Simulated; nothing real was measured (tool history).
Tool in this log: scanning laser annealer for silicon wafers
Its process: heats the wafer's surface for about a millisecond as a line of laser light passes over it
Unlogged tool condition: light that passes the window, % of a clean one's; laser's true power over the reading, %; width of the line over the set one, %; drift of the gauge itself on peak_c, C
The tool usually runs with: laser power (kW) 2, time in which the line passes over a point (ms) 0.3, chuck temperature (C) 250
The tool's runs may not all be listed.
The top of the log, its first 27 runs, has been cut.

| run | day | laser power (kW) | time in which the line passes over a point (ms) | chuck temperature (C) | hours of work since the window was cleaned | hours of work since the power meter was calibrated | hours of work since the optics were aligned | highest temperature of the surface (C) |
|---|---|---|---|---|---|---|---|---|
| 28 | 8.333 | 1.731 | 0.244 | 216 | 294 | 32 | 1385 | 843 |
| 29 | 8.721 | 2 | 0.276 | 250 | 299 | 37 | 1389 | 1017 |
| 30 | 9.125 | 1.897 | 0.246 | 236 | 303 | 42 | 1394 | 923 |
| 31 | 9.438 | 1.897 | 0.313 | 236 | 307 | 45 | 1398 | 1008 |
| 32 | 9.771 | 2.183 | 0.313 | 275 | 311 | 49 | 1402 | 1168 |
| 33 | 9.983 | 2.05 | 0.298 | 273 | 313 | 52 | 1404 | 1090 |
| 34 | 10.179 | 1.899 | 0.28 | 225 | 316 | 54 | 1406 | 956 |
| 35 | 10.346 | 2 | 0.228 | 250 | 318 | 56 | 1408 | 952 |
| 36 | 10.675 | 2 | 0.228 | 250 | 322 | 60 | 1412 | 950 |

Consider 5 possible next runs. They are alternatives, not a sequence: every one starts from the tool as it was left by run 36. What does each give?
| A | 11.05 | 1.759 | 0.3 | 277 | 326 | 64 | 1417 | ? |
| B | 11.05 | 1.777 | 0.3 | 265 | 326 | 64 | 1417 | ? |
| C | 11.05 | 2 | 0.228 | 230 | 326 | 64 | 1417 | ? |
| D | 11.05 | 2.189 | 0.231 | 243 | 326 | 64 | 1417 | ? |
| E | 11.05 | 2 | 0.228 | 241 | 326 | 64 | 1417 | ? |

| run | highest temperature of the surface (C) |
|---|---|
| A | 976 |
| B | 972 |
| C | 930 |
| D | 1017 |
| E | 941 |
Had the tool no hidden state, the same runs would have come out as:
| run | highest temperature of the surface (C) |
|---|---|
| A | 995 |
| B | 991 |
| C | 949 |
| D | 1037 |
| E | 960 |
